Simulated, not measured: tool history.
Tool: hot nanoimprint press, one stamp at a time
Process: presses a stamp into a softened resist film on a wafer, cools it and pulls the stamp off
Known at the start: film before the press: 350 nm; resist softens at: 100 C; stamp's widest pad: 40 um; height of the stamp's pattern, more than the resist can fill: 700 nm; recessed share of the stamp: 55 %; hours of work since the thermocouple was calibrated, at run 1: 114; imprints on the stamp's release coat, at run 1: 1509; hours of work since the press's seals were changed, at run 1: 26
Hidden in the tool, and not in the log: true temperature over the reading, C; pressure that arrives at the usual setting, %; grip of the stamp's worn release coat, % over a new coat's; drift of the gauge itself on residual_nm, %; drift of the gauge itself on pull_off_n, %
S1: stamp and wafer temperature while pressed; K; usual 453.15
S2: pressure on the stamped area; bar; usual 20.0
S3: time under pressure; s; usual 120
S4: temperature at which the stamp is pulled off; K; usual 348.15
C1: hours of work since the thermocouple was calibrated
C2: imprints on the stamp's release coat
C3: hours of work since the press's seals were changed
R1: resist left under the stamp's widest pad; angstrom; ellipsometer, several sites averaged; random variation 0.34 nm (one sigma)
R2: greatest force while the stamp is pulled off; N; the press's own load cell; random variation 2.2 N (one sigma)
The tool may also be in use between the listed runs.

run	hour	S1	S2	S3	S4	C1	C2	C3	R1	R2
1	0.0	453.15	20.0	120	348.15	114	1509	26	1941	148
2	22.2	453.15	20.0	120	348.15	130	1597	42	1936	143
3	51.6	453.15	20.0	120	348.15	151	1713	64	1940	143
4	81.5	453.15	20.0	120	348.15	173	1832	85	1940	142
5	121.6	451.15	20.0	120	348.15	202	1990	114	2055	144
6	162.5	451.15	20.0	120	348.15	232	2152	144	2050	146
7	206.7	451.15	20.0	120	348.15	264	2327	176	2047	146
8	230.1	451.15	20.0	120	348.15	281	2419	193	2058	142
# hour 246.4: stamp cleaned and given a new release coat
9	285.2	451.15	20.0	120	348.15	316	154	229	2049	141
10	306.7	451.15	20.0	120	348.15	332	239	244	2049	143
11	336.7	451.15	20.0	120	348.15	354	357	266	2058	141
12	360.6	451.15	20.0	120	348.15	371	452	283	2045	141
13	387.9	451.15	20.0	120	348.15	391	560	303	2051	147
14	427.9	445.15	28.0	152	353.15	420	718	332	1963	124
15	459.4	454.15	20.0	120	348.15	443	843	355	1885	146
16	501.2	454.15	20.0	120	348.15	473	1008	385	1880	148
17	537.2	454.15	20.0	120	348.15	499	1151	412	1889	142
18	568.8	454.15	20.0	120	348.15	522	1275	434	1891	141

How the hidden state differs across the entries between the runs, from the last listed run before each to the first after it:
Between runs 8 and 9: stamp cleaned and given a new release coat (hour 246.4)
  true temperature over the reading, C: -0.01 -> -0.02; grip of the stamp's worn release coat, % over a new coat's: 0.9 -> 0.1

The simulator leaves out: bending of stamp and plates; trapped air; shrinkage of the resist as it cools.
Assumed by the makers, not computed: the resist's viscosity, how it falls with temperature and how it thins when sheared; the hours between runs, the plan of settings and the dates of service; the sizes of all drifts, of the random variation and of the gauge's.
